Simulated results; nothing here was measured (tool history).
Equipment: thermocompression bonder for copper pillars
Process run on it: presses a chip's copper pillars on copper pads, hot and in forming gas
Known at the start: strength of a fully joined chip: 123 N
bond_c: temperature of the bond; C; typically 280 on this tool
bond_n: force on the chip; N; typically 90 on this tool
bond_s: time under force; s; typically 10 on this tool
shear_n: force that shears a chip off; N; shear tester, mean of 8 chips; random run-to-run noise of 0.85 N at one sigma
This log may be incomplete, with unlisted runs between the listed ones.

run   hour  bond_c  bond_n  bond_s  shear_n
  1    0.0     280      90      10     66.2
  2   25.7     280      90      10     62.8
  3   42.7     280      90      10     63.3
  4   77.9     280      90      10     64.1
  5  105.9     280      90      10     62.1
  6  140.3     280      90       6     51.6
  7  167.2     280      90      10     61.6
  8  183.6     280      98      10     67.0
  9  213.3     280      98      10     66.7
 10  244.6     280      98      10     64.8
 11  266.7     280     129      10     75.8
 12  300.2     280     129      10     75.5
 13  335.9     280     129      10     77.7
 14  358.1     280     129      10     76.0
 15  395.0     257     110      12     54.7
 16  416.3     303      60      10     58.9
 17  448.0     280      60       7     38.9
 18  477.8     283      90       5     47.1
 19  509.1     283      90       5     49.2
 20  529.2     257      90       8     39.4
 21  554.5     257      90       8     40.1
 22  575.4     271      90      25     71.6
 23  610.8     271      90      25     70.7
 24  647.4     271      90      25     68.6
 25  680.0     280      90      11     59.7
 26  700.4     280      66      23     61.5

Below are 3 alternative next runs, each starting from the tool's condition after run 26. Predict each:
  A  731.5     255      83      27        ?
  B  731.5     260     107      25        ?
  C  731.5     286      90      10        ?

run  shear_n
  A     54.7
  B     67.2
  C     62.8
Stripped of hidden state, with their random variation kept, the same runs would have yielded:
run  shear_n
  A     66.3
  B     80.2
  C     74.9

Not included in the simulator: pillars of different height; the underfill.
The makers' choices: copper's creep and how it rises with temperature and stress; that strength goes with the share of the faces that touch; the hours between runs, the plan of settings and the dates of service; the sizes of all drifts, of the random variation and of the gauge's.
